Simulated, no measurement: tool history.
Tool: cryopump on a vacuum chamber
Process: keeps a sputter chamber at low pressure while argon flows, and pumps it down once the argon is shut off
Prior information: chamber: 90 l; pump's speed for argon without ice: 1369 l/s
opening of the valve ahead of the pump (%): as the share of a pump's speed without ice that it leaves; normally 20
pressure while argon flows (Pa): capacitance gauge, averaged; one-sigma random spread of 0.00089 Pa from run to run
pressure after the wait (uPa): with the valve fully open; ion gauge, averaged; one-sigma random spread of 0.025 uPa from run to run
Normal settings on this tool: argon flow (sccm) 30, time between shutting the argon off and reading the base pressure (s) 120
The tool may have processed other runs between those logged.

| run | hour | argon flow (sccm) | time between shutting the argon off and reading the base pressure (s) | opening of the valve ahead of the pump (%) | pressure while argon flows (Pa) | pressure after the wait (uPa) |
|---|---|---|---|---|---|---|
| 1 | 0.0 | 30 | 120 | 20 | 0.2016 | 2.17 |
| 2 | 7.5 | 30 | 120 | 20 | 0.2021 | 2.17 |
| 3 | 24.3 | 30 | 120 | 20 | 0.2025 | 2.22 |
| 4 | 37.2 | 30 | 120 | 20 | 0.2027 | 2.25 |
| 5 | 47.3 | 30 | 120 | 20 | 0.2031 | 2.21 |
|  | 51.1 | leaking fittings of the chamber tightened, without venting |
| 6 | 61.0 | 30 | 20 | 20 | 0.2036 | 5.35 |
| 7 | 68.3 | 30 | 130 | 20 | 0.2040 | 1.10 |
|  | 81.4 | pump warmed up, emptied and cooled again |
| 8 | 84.6 | 30 | 120 | 20 | 0.1864 | 1.05 |
| 9 | 100.0 | 30 | 120 | 20 | 0.1857 | 1.09 |
| 10 | 111.4 | 23 | 120 | 20 | 0.1427 | 1.07 |
| 11 | 129.0 | 23 | 120 | 20 | 0.1442 | 1.11 |
| 12 | 144.8 | 23 | 120 | 20 | 0.1442 | 1.08 |
| 13 | 155.1 | 34 | 120 | 20 | 0.2115 | 1.09 |
| 14 | 163.0 | 34 | 120 | 20 | 0.2128 | 1.07 |
| 15 | 172.5 | 21 | 120 | 17 | 0.1531 | 1.10 |
| 16 | 182.3 | 30 | 79 | 37 | 0.1015 | 1.49 |
| 17 | 195.9 | 15 | 34 | 15 | 0.1250 | 3.16 |
| 18 | 213.2 | 30 | 120 | 17 | 0.2223 | 1.10 |
| 19 | 220.9 | 21 | 223 | 34 | 0.0784 | 0.78 |
| 20 | 231.9 | 34 | 47 | 31 | 0.1403 | 2.37 |
| 21 | 242.1 | 34 | 47 | 31 | 0.1414 | 2.38 |
| 22 | 252.8 | 34 | 47 | 31 | 0.1410 | 2.39 |
| 23 | 265.1 | 30 | 28 | 20 | 0.1902 | 3.81 |
| 24 | 279.8 | 17 | 28 | 24 | 0.0908 | 3.81 |
| 25 | 287.2 | 17 | 28 | 24 | 0.0911 | 3.77 |
| 26 | 299.1 | 17 | 28 | 24 | 0.0916 | 3.83 |
| 27 | 316.3 | 30 | 213 | 28 | 0.1387 | 0.85 |
| 28 | 332.7 | 37 | 35 | 50 | 0.1003 | 3.04 |

Measured minus without-hidden-state, run by run (identical run-to-run variation in each term; gauge scatter may differ):
The hidden state here: pump's speed, % of a pump's without ice; cold plate's temperature, K; leak into the chamber, uPa l/s; drift of the gauge itself on working_pa, %; drift of the gauge itself on base_upa, %.
| run | pressure while argon flows (Pa) | pressure after the wait (uPa) |
|---|---|---|
| 1 | +0.0159 | +1.16 |
| 2 | +0.0161 | +1.16 |
| 3 | +0.0171 | +1.20 |
| 4 | +0.0177 | +1.20 |
| 5 | +0.0182 | +1.23 |
| 6 | +0.0189 | +0.16 |
| 7 | +0.0192 | +0.15 |
| 8 | +0.0002 | +0.03 |
| 9 | +0.0006 | +0.04 |
| 10 | +0.0006 | +0.05 |
| 11 | +0.0010 | +0.05 |
| 12 | +0.0013 | +0.05 |
| 13 | +0.0022 | +0.06 |
| 14 | +0.0025 | +0.06 |
| 15 | +0.0017 | +0.06 |
| 16 | +0.0027 | +0.07 |
| 17 | +0.0016 | +0.08 |
| 18 | +0.0036 | +0.09 |
| 19 | +0.0027 | +0.09 |
| 20 | +0.0048 | +0.09 |
| 21 | +0.0050 | +0.09 |
| 22 | +0.0055 | +0.10 |
| 23 | +0.0052 | +0.10 |
| 24 | +0.0032 | +0.12 |
| 25 | +0.0034 | +0.12 |
| 26 | +0.0036 | +0.12 |
| 27 | +0.0069 | +0.13 |
| 28 | +0.0092 | +0.13 |
